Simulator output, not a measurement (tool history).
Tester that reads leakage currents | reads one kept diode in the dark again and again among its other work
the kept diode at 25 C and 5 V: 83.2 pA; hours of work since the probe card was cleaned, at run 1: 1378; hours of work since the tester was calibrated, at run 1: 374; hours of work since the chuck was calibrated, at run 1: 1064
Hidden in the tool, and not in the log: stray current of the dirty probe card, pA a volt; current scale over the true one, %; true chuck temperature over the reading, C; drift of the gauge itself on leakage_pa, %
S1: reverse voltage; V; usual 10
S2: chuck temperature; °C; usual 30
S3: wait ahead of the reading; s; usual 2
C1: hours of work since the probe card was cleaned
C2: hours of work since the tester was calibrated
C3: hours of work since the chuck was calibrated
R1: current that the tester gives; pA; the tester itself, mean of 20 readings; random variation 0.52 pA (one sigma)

run,hour,S1,S2,S3,C1,C2,C3,R1
1,0,10,30,2,1378,374,1064,159.83
2,22.1,10,30,2,1393,389,1079,160.95
3,38.2,10,30,2,1404,400,1090,160.82
4,64.4,10,30,2,1422,418,1108,159.62
5,86.2,10,30,2,1436,433,1123,160
6,102.8,1.6,29,0.67,1448,444,1134,72.61
7,132.6,10,37,2.37,1468,464,1154,295.96
8,152.4,2.3,36,1.65,1482,478,1168,155.17
9,176.8,2.3,36,1.65,1498,494,1184,154.36
10,197.7,8.4,55,1.65,1512,508,1198,1234.47

Forecast each of these 4 alternatives for the next run:
A,216.9,3.7,30,2,1525,521,1212,?
B,216.9,5.7,26,1.58,1525,521,1212,?
C,216.9,6.5,31,2.13,1525,521,1212,?
D,216.9,1.7,21,1.65,1525,521,1212,?

run,R1
A,108.03
B,88.16
C,147.01
D,34.21
Without the tool's hidden state the same runs would have given:
run,R1
A,119.69
B,97.01
C,162.26
D,37.98
